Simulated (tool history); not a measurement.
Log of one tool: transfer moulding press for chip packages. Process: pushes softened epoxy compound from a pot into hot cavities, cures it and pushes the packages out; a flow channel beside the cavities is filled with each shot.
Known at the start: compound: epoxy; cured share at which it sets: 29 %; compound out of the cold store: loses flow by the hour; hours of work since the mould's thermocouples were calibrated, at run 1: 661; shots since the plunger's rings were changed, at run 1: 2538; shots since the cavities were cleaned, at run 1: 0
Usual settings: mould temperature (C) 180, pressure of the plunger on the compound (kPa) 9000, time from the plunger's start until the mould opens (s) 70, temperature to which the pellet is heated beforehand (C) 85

run,day,mould temperature (C),pressure of the plunger on the compound (kPa),time from the plunger's start until the mould opens (s),temperature to which the pellet is heated beforehand (C),hours of work since the mould's thermocouples were calibrated,shots since the plunger's rings were changed,shots since the cavities were cleaned,incoming compound's hours out of the cold store,length that the compound runs in the flow channel (mm),greatest force on the pins that push the packages out (N)
1,0.000,180,9000,70,85,661,2538,0,42.5,878,605
2,0.808,180,9000,70,85,672,2794,256,8.9,1032,879
# day 1.654: plunger's sealing rings changed
3,1.721,180,9000,70,85,683,21,512,40.2,913,868
4,2.862,179,9000,70,85,698,382,873,8.3,1078,1142
# day 3.617: cavities cleaned with cleaning compound and waxed
5,4.788,179,9000,70,85,724,971,369,40.4,914,1082
6,6.088,179,9000,70,85,742,1383,781,13.0,1044,1220
# day 7.096: cavities cleaned with cleaning compound and waxed, once more
7,7.850,179,9000,70,85,765,1922,239,9.3,1056,909
8,8.767,180,9000,70,85,778,2212,529,21.1,993,946
9,9.912,187,7300,58,94,794,2575,892,44.6,770,949
# day 10.583: cavities cleaned with cleaning compound and waxed
# day 11.550: plunger's sealing rings changed
10,11.571,173,9000,61,85,814,6,279,10.3,1091,2074
11,12.808,173,9000,103,77,831,398,671,44.6,920,694
# day 13.929: mould's thermocouples calibrated
# day 14.283: cavities cleaned with cleaning compound and waxed
12,14.567,173,9000,103,77,8,909,90,31.9,974,500
13,15.812,173,9000,73,94,25,1304,485,21.9,1023,1179
14,16.817,173,9000,73,94,39,1621,802,43.8,906,1173
# day 17.829: cavities cleaned with cleaning compound and waxed
15,18.612,173,9000,86,94,63,2170,248,41.1,903,705

5 ways to go on from here, each from the tool as it stands after run 15. What would each give?
A,19.783,179,9000,67,94,79,2540,618,19.9,?,?
B,19.783,173,7330,75,94,79,2540,618,17.7,?,?
C,19.783,173,8370,100,94,79,2540,618,15.2,?,?
D,19.783,186,8810,70,85,79,2540,618,15.2,?,?
E,19.783,173,7980,108,84,79,2540,618,31.7,?,?

run,length that the compound runs in the flow channel (mm),greatest force on the pins that push the packages out (N)
A,979,1001
B,903,1173
C,975,673
D,968,688
E,894,612
Without the tool's hidden state the same runs would have given:
run,length that the compound runs in the flow channel (mm),greatest force on the pins that push the packages out (N)
A,1013,647
B,934,758
C,1009,441
D,1002,453
E,926,402
